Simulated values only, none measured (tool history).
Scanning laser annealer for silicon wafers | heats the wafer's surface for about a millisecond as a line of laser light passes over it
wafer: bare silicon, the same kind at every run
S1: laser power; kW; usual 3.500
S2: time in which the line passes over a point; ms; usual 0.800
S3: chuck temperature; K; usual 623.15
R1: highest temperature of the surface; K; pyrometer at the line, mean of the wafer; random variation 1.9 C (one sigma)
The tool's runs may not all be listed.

Run 1, hour 0.0: usual settings. Result: R1 1401.15 K.
Run 2, hour 22.8: usual settings. Result: R1 1401.15 K.
Run 3, hour 39.0: usual settings but S3 589.15 K. Result: R1 1371.15 K.
Run 4, hour 63.3: usual settings but S2 0.638 ms. Result: R1 1302.15 K.
Run 5, hour 95.1: usual settings but S2 0.638 ms. Result: R1 1306.15 K.
Run 6, hour 109.3: usual settings but S2 0.638 ms. Result: R1 1301.15 K.
Run 7, hour 140.1: usual settings but S2 0.638 ms. Result: R1 1300.15 K.
Run 8, hour 156.2: usual settings but S2 0.638 ms. Result: R1 1299.15 K.
Run 9, hour 188.8: usual settings but S2 0.638 ms, S3 621.15 K. Result: R1 1300.15 K.
Run 10, hour 205.6: usual settings. Result: R1 1398.15 K.
Run 11, hour 221.1: usual settings. Result: R1 1397.15 K.
Run 12, hour 253.3: usual settings. Result: R1 1394.15 K.
Run 13, hour 279.2: usual settings. Result: R1 1392.15 K.
Run 14, hour 295.4: usual settings. Result: R1 1397.15 K.
Run 15, hour 316.5: usual settings but S3 601.15 K. Result: R1 1369.15 K.
Run 16, hour 333.4: usual settings but S3 601.15 K. Result: R1 1373.15 K.
Run 17, hour 349.5: usual settings but S3 601.15 K. Result: R1 1371.15 K.
Run 18, hour 371.4: usual settings but S3 601.15 K. Result: R1 1370.15 K.
Run 19, hour 397.0: usual settings but S3 603.15 K. Result: R1 1372.15 K.
Run 20, hour 420.4: usual settings but S2 0.916 ms. Result: R1 1455.15 K.
Run 21, hour 443.5: usual settings but S1 3.382 kW, S2 0.579 ms, S3 635.15 K. Result: R1 1248.15 K.
Run 22, hour 462.6: usual settings but S1 3.157 kW, S2 0.914 ms, S3 659.15 K. Result: R1 1414.15 K.
Run 23, hour 485.4: usual settings but S3 626.15 K. Result: R1 1391.15 K.
Run 24, hour 508.3: usual settings but S1 3.802 kW, S2 0.932 ms, S3 586.15 K. Result: R1 1491.15 K.
Run 25, hour 526.2: usual settings but S1 2.988 kW, S2 0.878 ms, S3 594.15 K. Result: R1 1292.15 K.
Run 26, hour 539.8: usual settings but S1 2.988 kW, S2 0.878 ms, S3 594.15 K. Result: R1 1291.15 K.
Run 27, hour 571.1: usual settings but S1 3.827 kW, S2 0.878 ms, S3 594.15 K. Result: R1 1468.15 K.
Run 28, hour 591.0: usual settings but S1 3.827 kW, S2 0.878 ms, S3 594.15 K. Result: R1 1468.15 K.
Run 29, hour 623.2: usual settings but S1 3.827 kW, S2 0.878 ms, S3 594.15 K. Result: R1 1466.15 K.
Run 30, hour 652.5: usual settings but S1 3.376 kW, S2 0.878 ms, S3 594.15 K. Result: R1 1370.15 K.
At hour 668.4: window over the wafer cleaned.
Run 31, hour 681.1: usual settings but S3 591.15 K. Result: R1 1374.15 K.
Run 32, hour 704.8: usual settings but S3 591.15 K. Result: R1 1382.15 K.
Run 33, hour 737.3: usual settings but S1 3.258 kW, S3 591.15 K. Result: R1 1327.15 K.
Run 34, hour 752.0: usual settings but S1 3.553 kW, S3 610.15 K. Result: R1 1407.15 K.
Run 35, hour 767.7: usual settings but S1 3.553 kW, S3 610.15 K. Result: R1 1407.15 K.
Run 36, hour 797.1: usual settings but S1 3.553 kW, S3 610.15 K. Result: R1 1406.15 K.
Run 37, hour 820.9: usual settings but S2 0.973 ms, S3 659.15 K. Result: R1 1543.15 K.
Run 38, hour 842.5: usual settings but S1 3.535 kW, S2 0.594 ms, S3 597.15 K. Result: R1 1259.15 K.
Run 39, hour 867.1: usual settings but S1 3.657 kW, S2 0.637 ms, S3 592.15 K. Result: R1 1305.15 K.
Run 40, hour 883.4: usual settings but S1 3.657 kW, S2 0.637 ms, S3 592.15 K. Result: R1 1305.15 K.

Hidden state or all else? Some run-to-run changes of R1, split into what the settings, what came in and random variation would give without the hidden state, and what is left for the hidden state (with any gauge scatter that isn't in both results):
The hidden state here: light that passes the window, % of a clean one's; laser's true power over the reading, %; width of the line over the set one, %; drift of the gauge itself on peak_c, C.
Run 20 -> 21: S1 3.500 -> 3.382, S2 0.916 -> 0.579, S3 623.15 -> 635.15. R1 -207.00 K: hidden state +9.00, all else -216.00.
Run 24 -> 25: S1 3.802 -> 2.988, S2 0.932 -> 0.878, S3 586.15 -> 594.15. R1 -199.00 K: hidden state +8.00, all else -207.00.
Run 26 -> 27: S1 2.988 -> 3.827. R1 +177.00 K: hidden state -9.00, all else +186.00.
Run 30 -> 31: S1 3.376 -> 3.500, S2 0.878 -> 0.800, S3 594.15 -> 591.15, window over the wafer cleaned. R1 +4.00 K: hidden state +30.00, all else -26.00.
Run 37 -> 38: S1 3.500 -> 3.535, S2 0.973 -> 0.594, S3 659.15 -> 597.15. R1 -284.00 K: hidden state +3.00, all else -287.00.
